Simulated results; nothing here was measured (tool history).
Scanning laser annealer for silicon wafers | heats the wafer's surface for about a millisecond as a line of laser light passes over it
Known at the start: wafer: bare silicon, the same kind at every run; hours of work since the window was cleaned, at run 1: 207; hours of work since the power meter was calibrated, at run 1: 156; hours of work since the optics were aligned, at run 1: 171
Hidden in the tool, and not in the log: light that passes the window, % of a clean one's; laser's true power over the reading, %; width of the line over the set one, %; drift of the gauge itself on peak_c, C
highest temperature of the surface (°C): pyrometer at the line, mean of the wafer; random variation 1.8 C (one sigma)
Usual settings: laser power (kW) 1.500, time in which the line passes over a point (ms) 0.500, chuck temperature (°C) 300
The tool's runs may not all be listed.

run	hour	laser power (kW)	time in which the line passes over a point (ms)	chuck temperature (°C)	hours of work since the window was cleaned	hours of work since the power meter was calibrated	hours of work since the optics were aligned	highest temperature of the surface (°C)
1	0.0	1.500	0.500	300	207	156	171	1056
2	9.3	1.500	0.500	300	213	162	177	1057
3	18.2	1.500	0.500	300	219	168	183	1054
4	27.2	1.500	0.500	261	224	174	189	1015
5	36.1	1.500	0.500	333	230	180	195	1081
6	57.0	1.500	0.500	333	244	193	208	1087
7	70.2	1.500	0.500	294	252	202	217	1048
8	89.8	1.500	0.486	336	265	214	229	1077
# hour 92.8: window over the wafer cleaned
9	111.1	1.500	0.486	322	12	227	242	1061
10	120.0	1.500	0.486	322	18	233	248	1061
11	140.3	1.500	0.486	322	31	246	261	1058
12	149.1	1.500	0.486	322	36	251	267	1054
# hour 158.3: window over the wafer cleaned, once more
13	162.5	1.558	0.494	269	3	259	274	1057

4 ways to go on from here, each from the tool as it stands after run 13. What would each give?
A	176.7	1.556	0.546	318	12	268	283	?
B	176.7	1.500	0.579	300	12	268	283	?
C	176.7	1.558	0.543	320	12	268	283	?
D	176.7	1.558	0.494	294	12	268	283	?

run	highest temperature of the surface (°C)
A	1148
B	1116
C	1146
D	1081
Without the tool's hidden state the same runs would have given:
run	highest temperature of the surface (°C)
A	1163
B	1132
C	1162
D	1096
